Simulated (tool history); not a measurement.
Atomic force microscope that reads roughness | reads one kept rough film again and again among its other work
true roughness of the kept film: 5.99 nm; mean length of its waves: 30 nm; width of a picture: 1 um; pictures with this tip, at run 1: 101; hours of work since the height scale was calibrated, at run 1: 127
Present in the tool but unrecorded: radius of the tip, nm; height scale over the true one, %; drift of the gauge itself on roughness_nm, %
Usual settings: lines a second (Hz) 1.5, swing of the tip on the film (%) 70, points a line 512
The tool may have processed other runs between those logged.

run	hour	lines a second (Hz)	swing of the tip on the film (%)	points a line	pictures with this tip	hours of work since the height scale was calibrated	roughness of the kept film (nm (root mean square))
1	0	1.5	70	512	101	127	4.34
2	5.9	1.5	70	512	109	129	4.342
3	11.9	1.5	70	512	117	132	4.344
4	17.8	1.5	70	512	125	134	4.34
5	30.6	1.5	70	512	143	140	4.336
# hour 41.2: new tip fitted
6	44.8	1.5	70	512	5	146	4.358
7	52	1.5	70	512	15	149	4.39
8	61.1	1.5	70	512	28	153	4.375
9	73.9	1.5	70	512	45	159	4.366
10	83.3	1.5	70	512	58	163	4.37
11	96.4	1.5	70	512	76	168	4.367
12	107.5	1.5	70	512	91	173	4.367
13	120.1	1.5	70	512	108	179	4.368
14	126.1	1.5	70	512	116	181	4.328
15	140.1	1.5	70	512	135	187	4.347
16	152.5	1.5	70	512	152	193	4.354
# hour 155.6: new tip fitted
17	163.8	1.5	70	512	11	197	4.362
18	175	1.5	88	1020	26	202	3.962
19	184.4	1.5	64	320	39	206	4.451
20	195.2	3.67	64	320	54	211	4.135
21	201.1	0.51	57	290	62	214	4.583
22	213.2	2.14	70	512	78	219	4.273
23	223.7	1.51	66	311	92	223	4.386
24	231.2	1.5	70	265	103	227	4.282
25	240	1.5	70	265	115	230	4.308
26	251.8	1.5	70	416	131	236	4.327
27	258	3.98	75	580	139	238	3.676
28	269.9	3.98	63	432	155	243	4.116
# hour 271.2: new tip fitted
29	281	2.18	63	432	14	248	4.363

Branching from run 29: 3 alternative next runs. What would each branch give?
A	291.9	2.21	71	512	29	253	?
B	291.9	2.33	74	401	29	253	?
C	291.9	1.5	70	534	29	253	?

run	roughness of the kept film (nm (root mean square))
A	4.167
B	4.083
C	4.36
Without the tool's unlogged condition, the same runs would have read:
run	roughness of the kept film (nm (root mean square))
A	4.171
B	4.088
C	4.365
